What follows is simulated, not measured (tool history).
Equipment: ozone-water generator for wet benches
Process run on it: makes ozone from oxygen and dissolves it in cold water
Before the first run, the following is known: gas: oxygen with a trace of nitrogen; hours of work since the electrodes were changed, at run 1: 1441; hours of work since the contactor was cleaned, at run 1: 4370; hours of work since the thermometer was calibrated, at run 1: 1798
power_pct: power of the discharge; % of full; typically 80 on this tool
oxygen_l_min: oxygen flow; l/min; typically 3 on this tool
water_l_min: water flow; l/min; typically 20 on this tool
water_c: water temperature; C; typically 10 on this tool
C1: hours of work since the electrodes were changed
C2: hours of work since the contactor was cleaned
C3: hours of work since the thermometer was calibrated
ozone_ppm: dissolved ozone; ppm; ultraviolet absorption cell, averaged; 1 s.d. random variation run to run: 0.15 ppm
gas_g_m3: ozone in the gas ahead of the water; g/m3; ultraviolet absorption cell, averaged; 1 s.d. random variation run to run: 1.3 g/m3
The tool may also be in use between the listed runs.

Run 1, hour 0: usual settings; C1 1441; C2 4370; C3 1798. Result: ozone_ppm 22.8 ppm, gas_g_m3 238.7 g/m3.
Run 2, hour 22.6: usual settings; C1 1462; C2 4391; C3 1820. Result: ozone_ppm 22.8 ppm, gas_g_m3 240.9 g/m3.
Run 3, hour 57.8: usual settings; C1 1496; C2 4424; C3 1853. Result: ozone_ppm 22.8 ppm, gas_g_m3 237.9 g/m3.
Run 4, hour 91.8: usual settings; C1 1528; C2 4457; C3 1885. Result: ozone_ppm 22.6 ppm, gas_g_m3 236.8 g/m3.
Run 5, hour 115.1: usual settings; C1 1550; C2 4479; C3 1907. Result: ozone_ppm 22.7 ppm, gas_g_m3 235.9 g/m3.
Run 6, hour 133.3: usual settings but oxygen_l_min 1.82 l/min; C1 1567; C2 4496; C3 1925. Result: ozone_ppm 20.4 ppm, gas_g_m3 314.4 g/m3.
Run 7, hour 163.5: usual settings but oxygen_l_min 2.87 l/min, water_l_min 23 l/min, water_c 9 C; C1 1596; C2 4525; C3 1953. Result: ozone_ppm 19.9 ppm, gas_g_m3 238.8 g/m3.
Run 8, hour 184.6: usual settings but oxygen_l_min 2.87 l/min, water_l_min 23 l/min, water_c 9 C; C1 1616; C2 4545; C3 1973. Result: ozone_ppm 20.1 ppm, gas_g_m3 238.8 g/m3.
Run 9, hour 205.4: usual settings but oxygen_l_min 2.87 l/min, water_l_min 23 l/min, water_c 9 C; C1 1636; C2 4565; C3 1993. Result: ozone_ppm 20.2 ppm, gas_g_m3 240 g/m3.
Run 10, hour 238.5: usual settings but oxygen_l_min 2.31 l/min, water_l_min 19 l/min, water_c 11 C; C1 1667; C2 4596; C3 2024. Result: ozone_ppm 22.3 ppm, gas_g_m3 272.1 g/m3.
Run 11, hour 257.7: usual settings but oxygen_l_min 4.4 l/min, water_l_min 19 l/min, water_c 11 C; C1 1685; C2 4614; C3 2043. Result: ozone_ppm 24.8 ppm, gas_g_m3 186.7 g/m3.

Branching from run 11: 4 alternative next runs. What would each branch give?
Run A, hour 296.7: usual settings but power_pct 54 % of full; C1 1722; C2 4651; C3 2080. Result: ozone_ppm ?, gas_g_m3 ?.
Run B, hour 296.7: usual settings but power_pct 53 % of full, oxygen_l_min 4.4 l/min, water_l_min 19 l/min, water_c 11 C; C1 1722; C2 4651; C3 2080. Result: ozone_ppm ?, gas_g_m3 ?.
Run C, hour 296.7: usual settings but power_pct 74 % of full, oxygen_l_min 3.36 l/min, water_l_min 19 l/min, water_c 11 C; C1 1722; C2 4651; C3 2080. Result: ozone_ppm ?, gas_g_m3 ?.
Run D, hour 296.7: usual settings but oxygen_l_min 4.52 l/min; C1 1722; C2 4651; C3 2080. Result: ozone_ppm ?, gas_g_m3 ?.

run  ozone_ppm  gas_g_m3
  A       15.7     164.3
  B       16.9     129.9
  C       22.4     203.4
  D         24     183.9
Without the tool's hidden state the same runs would have given:
run  ozone_ppm  gas_g_m3
  A       15.8     168.6
  B       16.9     133.2
  C       22.4     208.6
  D         24     188.6
